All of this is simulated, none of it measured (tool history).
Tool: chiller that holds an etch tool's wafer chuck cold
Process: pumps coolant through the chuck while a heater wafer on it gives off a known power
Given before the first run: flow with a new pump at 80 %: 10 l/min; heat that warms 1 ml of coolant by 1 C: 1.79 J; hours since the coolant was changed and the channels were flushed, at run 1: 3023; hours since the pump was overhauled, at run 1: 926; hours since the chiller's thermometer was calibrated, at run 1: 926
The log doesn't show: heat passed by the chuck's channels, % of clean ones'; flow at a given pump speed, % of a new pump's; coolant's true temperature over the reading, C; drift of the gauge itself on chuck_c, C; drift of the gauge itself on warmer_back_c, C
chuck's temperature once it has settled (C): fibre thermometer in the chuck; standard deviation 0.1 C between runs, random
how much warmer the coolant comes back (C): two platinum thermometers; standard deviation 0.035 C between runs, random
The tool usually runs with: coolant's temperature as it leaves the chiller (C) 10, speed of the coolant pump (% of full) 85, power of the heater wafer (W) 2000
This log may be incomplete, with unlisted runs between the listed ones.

| run | hour | coolant's temperature as it leaves the chiller (C) | speed of the coolant pump (% of full) | power of the heater wafer (W) | hours since the coolant was changed and the channels were flushed | hours since the pump was overhauled | hours since the chiller's thermometer was calibrated | chuck's temperature once it has settled (C) | how much warmer the coolant comes back (C) |
|---|---|---|---|---|---|---|---|---|---|
| 1 | 0 | 10 | 85 | 2000 | 3023 | 926 | 926 | 28.1 | 6.29 |
| 2 | 112 | 10 | 85 | 2000 | 3135 | 1038 | 1038 | 28.2 | 6.26 |
| 3 | 195.2 | 10 | 76 | 2000 | 3218 | 1121 | 1121 | 30 | 7.08 |
| 4 | 301.6 | 10 | 62 | 2000 | 3324 | 1227 | 1227 | 33.8 | 8.79 |
| 5 | 409.2 | 10 | 85 | 2000 | 3432 | 1335 | 1335 | 28.2 | 6.28 |
| 6 | 497.1 | 10 | 63 | 2000 | 3520 | 1423 | 1423 | 33.5 | 8.64 |
| 7 | 584.6 | 10 | 63 | 2000 | 3607 | 1510 | 1510 | 33.6 | 8.53 |
| 8 | 687 | 10 | 63 | 2000 | 3710 | 1613 | 1613 | 33.6 | 8.59 |
| 9 | 791.6 | 1 | 63 | 2000 | 3814 | 1717 | 1717 | 24.7 | 8.63 |
| 10 | 896.9 | 10 | 85 | 2000 | 3919 | 1822 | 1822 | 28.3 | 6.25 |
| 11 | 985.3 | 10 | 85 | 2000 | 4008 | 1911 | 1911 | 28.2 | 6.24 |
| 12 | 1112.8 | 10 | 85 | 2000 | 4135 | 2038 | 2038 | 28.2 | 6.27 |
| 13 | 1214 | 10 | 97 | 2000 | 4237 | 2140 | 2140 | 26.3 | 5.44 |
|  | 1242.9 | chiller's thermometer calibrated |
| 14 | 1310 | 18 | 62 | 1195 | 4332 | 2235 | 67 | 32.2 | 5.19 |
| 15 | 1391.4 | 3 | 100 | 2000 | 4413 | 2316 | 149 | 18.8 | 5.24 |
| 16 | 1528.8 | 3 | 100 | 2000 | 4550 | 2453 | 286 | 18.9 | 5.3 |
| 17 | 1597.7 | 11 | 86 | 2100 | 4619 | 2522 | 355 | 30 | 6.52 |
|  | 1627.6 | coolant changed, channels flushed |
| 18 | 1668.7 | 0 | 86 | 2230 | 41 | 2587 | 420 | 20 | 6.95 |
| 19 | 1746.4 | 15 | 81 | 1239 | 119 | 2665 | 498 | 26.9 | 4.09 |
| 20 | 1844 | 1 | 61 | 1611 | 216 | 2763 | 595 | 20.7 | 7.16 |
| 21 | 1955.3 | 11 | 83 | 1925 | 328 | 2874 | 706 | 28.8 | 6.18 |
| 22 | 2075.3 | 12 | 94 | 1083 | 448 | 2994 | 826 | 20.9 | 3.07 |
| 23 | 2177 | 16 | 94 | 1703 | 549 | 3095 | 928 | 30.2 | 4.84 |
| 24 | 2240.6 | 19 | 84 | 2000 | 613 | 3159 | 992 | 37.5 | 6.35 |
| 25 | 2314.6 | 19 | 67 | 2000 | 687 | 3233 | 1066 | 41.4 | 8.06 |

Predict each of these 4 candidate next runs independently; none follows another, all start after run 25:
| A | 2416.7 | 10 | 83 | 1755 | 789 | 3335 | 1168 | ? | ? |
| B | 2416.7 | 3 | 71 | 1890 | 789 | 3335 | 1168 | ? | ? |
| C | 2416.7 | 10 | 85 | 1281 | 789 | 3335 | 1168 | ? | ? |
| D | 2416.7 | 4 | 85 | 2000 | 789 | 3335 | 1168 | ? | ? |

| run | chuck's temperature once it has settled (C) | how much warmer the coolant comes back (C) |
|---|---|---|
| A | 26.3 | 5.7 |
| B | 23 | 7.11 |
| C | 21.7 | 4.04 |
| D | 22.4 | 6.26 |
The same runs, with their run-to-run variation unchanged, on a tool lacking any hidden condition would have given:
| run | chuck's temperature once it has settled (C) | how much warmer the coolant comes back (C) |
|---|---|---|
| A | 26.3 | 5.69 |
| B | 23 | 7.11 |
| C | 21.7 | 4.04 |
| D | 22.4 | 6.26 |

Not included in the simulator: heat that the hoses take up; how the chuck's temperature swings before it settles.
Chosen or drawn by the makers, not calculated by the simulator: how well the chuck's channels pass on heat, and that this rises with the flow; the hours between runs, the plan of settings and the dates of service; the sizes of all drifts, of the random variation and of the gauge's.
